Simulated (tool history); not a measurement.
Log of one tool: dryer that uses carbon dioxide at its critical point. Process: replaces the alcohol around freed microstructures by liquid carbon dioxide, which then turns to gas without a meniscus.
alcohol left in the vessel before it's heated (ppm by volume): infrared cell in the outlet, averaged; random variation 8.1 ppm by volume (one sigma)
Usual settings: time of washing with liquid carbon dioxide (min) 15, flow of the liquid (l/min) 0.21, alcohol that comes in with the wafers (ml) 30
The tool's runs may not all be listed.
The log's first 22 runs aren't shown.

run	hour	time of washing with liquid carbon dioxide (min)	flow of the liquid (l/min)	alcohol that comes in with the wafers (ml)	alcohol left in the vessel before it's heated (ppm by volume)
23	562.9	10	0.131	26	8134
24	586.5	19	0.255	22	221
25	620.5	13	0.191	34	2443
# hour 627.5: inlet filter changed
# hour 635.7: purifier's bed changed
26	642.4	13	0.191	34	1398
27	668.8	20	0.208	27	90
28	699.2	20	0.208	27	112
29	718.9	15	0.191	35	972
30	749.5	15	0.294	90	285
31	776.2	12	0.322	22	189
32	793.4	16	0.167	32	1426

4 ways to go on from here, each from the tool as it stands after run 32. What would each give?
A	820.9	18	0.299	80	?
B	820.9	20	0.167	32	?
C	820.9	16	0.155	32	?
D	820.9	15	0.163	30	?

run	alcohol left in the vessel before it's heated (ppm by volume)
A	113
B	596
C	1973
D	1941
Without the tool's hidden state the same runs would have given:
run	alcohol left in the vessel before it's heated (ppm by volume)
A	42
B	330
C	1306
D	1288

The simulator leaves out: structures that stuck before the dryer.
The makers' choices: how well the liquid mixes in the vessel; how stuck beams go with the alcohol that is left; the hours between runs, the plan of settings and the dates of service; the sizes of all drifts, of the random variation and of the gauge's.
